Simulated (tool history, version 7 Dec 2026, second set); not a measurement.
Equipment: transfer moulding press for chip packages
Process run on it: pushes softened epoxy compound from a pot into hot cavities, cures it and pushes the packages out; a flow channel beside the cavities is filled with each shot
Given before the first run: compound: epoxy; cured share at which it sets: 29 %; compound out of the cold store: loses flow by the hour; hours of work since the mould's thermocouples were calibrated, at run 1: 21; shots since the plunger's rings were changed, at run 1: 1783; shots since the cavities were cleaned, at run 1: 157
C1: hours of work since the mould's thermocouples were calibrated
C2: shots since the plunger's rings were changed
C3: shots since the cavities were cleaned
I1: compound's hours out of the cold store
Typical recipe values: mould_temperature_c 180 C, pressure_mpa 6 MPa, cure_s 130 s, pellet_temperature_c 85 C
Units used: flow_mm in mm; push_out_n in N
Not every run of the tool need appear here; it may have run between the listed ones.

Run 1, hour 0: usual settings; C1 21; C2 1783; C3 157; I1 33.2. Result: flow_mm 882 mm, push_out_n 332 N.
Run 2, hour 10.4: usual settings; C1 27; C2 1872; C3 246; I1 20.8. Result: flow_mm 941 mm, push_out_n 355 N.
Run 3, hour 18.6: usual settings; C1 32; C2 1944; C3 318; I1 10.1. Result: flow_mm 979 mm, push_out_n 384 N.
Run 4, hour 26.6: usual settings but cure_s 120 s; C1 36; C2 2013; C3 387; I1 9.1. Result: flow_mm 981 mm, push_out_n 467 N.
Run 5, hour 35.1: usual settings but cure_s 120 s; C1 41; C2 2086; C3 460; I1 43. Result: flow_mm 847 mm, push_out_n 441 N.
Run 6, hour 45.1: usual settings; C1 47; C2 2173; C3 547; I1 43.1. Result: flow_mm 847 mm, push_out_n 394 N.
At hour 50.1: cavities cleaned with cleaning compound and waxed.
Run 7, hour 51.6: usual settings; C1 50; C2 2216; C3 13; I1 15. Result: flow_mm 958 mm, push_out_n 302 N.
Run 8, hour 60.3: usual settings; C1 55; C2 2291; C3 88; I1 10.8. Result: flow_mm 972 mm, push_out_n 321 N.
Run 9, hour 70.5: usual settings; C1 61; C2 2379; C3 176; I1 23.1. Result: flow_mm 923 mm, push_out_n 343 N.
Run 10, hour 77.4: usual settings; C1 65; C2 2439; C3 236; I1 23.7. Result: flow_mm 916 mm, push_out_n 347 N.
Run 11, hour 85.7: usual settings but mould_temperature_c 179 C; C1 70; C2 2511; C3 308; I1 28.9. Result: flow_mm 896 mm, push_out_n 388 N.
Run 12, hour 96.3: usual settings but mould_temperature_c 187 C, pressure_mpa 5.01 MPa, cure_s 158 s; C1 76; C2 2602; C3 399; I1 20.1. Result: flow_mm 830 mm, push_out_n 301 N.
Run 13, hour 102.6: usual settings but mould_temperature_c 174 C, pressure_mpa 4.71 MPa, cure_s 117 s; C1 80; C2 2657; C3 454; I1 43.9. Result: flow_mm 761 mm, push_out_n 730 N.
Run 14, hour 108.1: usual settings but mould_temperature_c 184 C, pellet_temperature_c 87 C; C1 83; C2 2705; C3 502; I1 45.4. Result: flow_mm 819 mm, push_out_n 334 N.
Run 15, hour 113.6: usual settings but mould_temperature_c 184 C, pellet_temperature_c 91 C; C1 86; C2 2752; C3 549; I1 27.3. Result: flow_mm 887 mm, push_out_n 351 N.
At hour 118.3: cavities cleaned with cleaning compound and waxed.
Run 16, hour 126.8: usual settings but mould_temperature_c 184 C, pellet_temperature_c 91 C; C1 93; C2 2853; C3 73; I1 47.2. Result: flow_mm 813 mm, push_out_n 241 N.
Run 17, hour 131.8: usual settings but mould_temperature_c 184 C, pellet_temperature_c 91 C; C1 96; C2 2896; C3 116; I1 30.8. Result: flow_mm 870 mm, push_out_n 274 N.

Consider 4 possible next runs. They are alternatives, not a sequence: every one starts from the tool as it was left by run 17. What does each give?
Run A, hour 141.9: usual settings but mould_temperature_c 184 C, pressure_mpa 7.02 MPa, cure_s 125 s, pellet_temperature_c 91 C; C1 102; C2 2983; C3 203; I1 35.6. Result: flow_mm ?, push_out_n ?.
Run B, hour 141.9: usual settings but mould_temperature_c 185 C, cure_s 111 s; C1 102; C2 2983; C3 203; I1 18.3. Result: flow_mm ?, push_out_n ?.
Run C, hour 141.9: usual settings but mould_temperature_c 184 C, pellet_temperature_c 80 C; C1 102; C2 2983; C3 203; I1 12.8. Result: flow_mm ?, push_out_n ?.
Run D, hour 141.9: usual settings but mould_temperature_c 185 C, cure_s 113 s, pellet_temperature_c 79 C; C1 102; C2 2983; C3 203; I1 8.7. Result: flow_mm ?, push_out_n ?.

run  flow_mm  push_out_n
  A      927         311
  B      918         349
  C      947         302
  D      961         339
Had the tool no hidden state, the same runs would have come out as:
run  flow_mm  push_out_n
  A      951         251
  B      941         281
  C      971         243
  D      985         271
